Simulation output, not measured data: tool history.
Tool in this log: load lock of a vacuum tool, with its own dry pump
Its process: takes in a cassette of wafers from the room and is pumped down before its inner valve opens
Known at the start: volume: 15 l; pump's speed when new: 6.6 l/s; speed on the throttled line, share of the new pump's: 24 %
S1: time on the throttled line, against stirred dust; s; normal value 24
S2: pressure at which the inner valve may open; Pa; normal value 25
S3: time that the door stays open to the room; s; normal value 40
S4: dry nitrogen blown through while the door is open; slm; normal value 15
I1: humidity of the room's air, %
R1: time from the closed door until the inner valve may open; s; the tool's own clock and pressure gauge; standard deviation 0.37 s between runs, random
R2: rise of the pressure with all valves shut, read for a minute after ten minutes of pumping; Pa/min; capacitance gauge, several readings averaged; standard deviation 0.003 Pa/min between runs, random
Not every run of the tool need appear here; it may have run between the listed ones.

Run 1, hour 0.0: usual settings; I1 42.0. Result: R1 36.9 s, R2 0.026 Pa/min.
Run 2, hour 383.0: usual settings but S1 34 s; I1 43.4. Result: R1 45.5 s, R2 0.024 Pa/min.
Run 3, hour 812.8: usual settings but S1 45 s; I1 46.0. Result: R1 53.5 s, R2 0.030 Pa/min.
Run 4, hour 1276.3: usual settings; I1 42.6. Result: R1 37.2 s, R2 0.023 Pa/min.
Run 5, hour 1684.0: usual settings but S4 8 slm; I1 46.4. Result: R1 37.1 s, R2 0.031 Pa/min.
Run 6, hour 1961.1: usual settings but S4 8 slm; I1 46.3. Result: R1 37.9 s, R2 0.037 Pa/min.
Run 7, hour 2571.8: usual settings but S4 8 slm; I1 46.7. Result: R1 37.4 s, R2 0.034 Pa/min.
Run 8, hour 3179.7: usual settings but S4 8 slm; I1 45.6. Result: R1 37.6 s, R2 0.027 Pa/min.
Run 9, hour 3634.0: usual settings but S4 8 slm; I1 44.6. Result: R1 37.7 s, R2 0.032 Pa/min.
Run 10, hour 4204.2: usual settings but S1 14 s; I1 43.9. Result: R1 29.4 s, R2 0.022 Pa/min.
Run 11, hour 4644.7: usual settings but S1 14 s, S4 37 slm; I1 46.8. Result: R1 30.3 s, R2 0.014 Pa/min.
Run 12, hour 4956.7: usual settings; I1 46.0. Result: R1 37.7 s, R2 0.024 Pa/min.
Run 13, hour 5490.6: usual settings but S1 45 s; I1 49.0. Result: R1 52.6 s, R2 0.018 Pa/min.
Run 14, hour 6176.9: usual settings but S1 45 s; I1 42.8. Result: R1 53.9 s, R2 0.025 Pa/min.
Run 15, hour 6506.5: usual settings but S2 19 Pa; I1 47.0. Result: R1 37.6 s, R2 0.022 Pa/min.
Run 16, hour 6872.1: usual settings but S2 19 Pa; I1 42.7. Result: R1 38.1 s, R2 0.026 Pa/min.
Run 17, hour 7251.0: usual settings but S1 25 s, S2 26 Pa; I1 45.9. Result: R1 37.3 s, R2 0.028 Pa/min.
Run 18, hour 7851.3: usual settings but S2 31 Pa; I1 45.6. Result: R1 36.8 s, R2 0.024 Pa/min.
Run 19, hour 8415.7: usual settings but S2 31 Pa, S3 111 s, S4 8 slm; I1 46.4. Result: R1 36.7 s, R2 0.057 Pa/min.
Run 20, hour 8880.4: usual settings but S1 28 s, S3 79 s; I1 46.4. Result: R1 40.7 s, R2 0.029 Pa/min.
Run 21, hour 9525.7: usual settings but S1 14 s, S2 24 Pa, S3 128 s, S4 28 slm; I1 47.0. Result: R1 30.5 s, R2 0.031 Pa/min.
Run 22, hour 10005.6: usual settings but S1 23 s, S3 170 s, S4 29 slm; I1 47.3. Result: R1 36.4 s, R2 0.036 Pa/min.
Run 23, hour 10628.5: usual settings but S1 23 s, S3 170 s, S4 8 slm; I1 45.7. Result: R1 36.7 s, R2 0.063 Pa/min.
Run 24, hour 10955.9: usual settings but S2 23 Pa, S3 215 s, S4 7 slm; I1 44.4. Result: R1 37.2 s, R2 0.080 Pa/min.
Run 25, hour 11427.2: usual settings but S2 23 Pa, S3 215 s, S4 7 slm; I1 42.4. Result: R1 37.4 s, R2 0.075 Pa/min.
Run 26, hour 11850.9: usual settings but S1 17 s, S2 22 Pa, S3 215 s, S4 7 slm; I1 45.8. Result: R1 32.2 s, R2 0.081 Pa/min.
Run 27, hour 12415.1: usual settings but S1 17 s, S2 22 Pa, S3 89 s, S4 36 slm; I1 48.1. Result: R1 32.5 s, R2 0.022 Pa/min.
Run 28, hour 12972.3: usual settings but S1 47 s, S2 22 Pa, S3 146 s, S4 36 slm; I1 46.6. Result: R1 55.1 s, R2 0.029 Pa/min.
Run 29, hour 13313.8: usual settings but S1 47 s, S2 22 Pa, S3 146 s, S4 36 slm; I1 46.9. Result: R1 55.2 s, R2 0.024 Pa/min.
Run 30, hour 13931.3: usual settings but S1 26 s, S3 113 s; I1 41.5. Result: R1 39.1 s, R2 0.038 Pa/min.

Not shown: 2 entries that the log had between the listed runs. Between which runs, and how does the tool's hidden state differ before and after?
From run 24 to run 25: dry pump taken out, an overhauled one fitted (hour 11051.8)
  no difference in the tool's unlogged condition between these two runs
From run 25 to run 26: door's seal changed, seat wiped (hour 11530.6)
  leak at the door's seal, Pa l/s: 0.0022 -> 0.002

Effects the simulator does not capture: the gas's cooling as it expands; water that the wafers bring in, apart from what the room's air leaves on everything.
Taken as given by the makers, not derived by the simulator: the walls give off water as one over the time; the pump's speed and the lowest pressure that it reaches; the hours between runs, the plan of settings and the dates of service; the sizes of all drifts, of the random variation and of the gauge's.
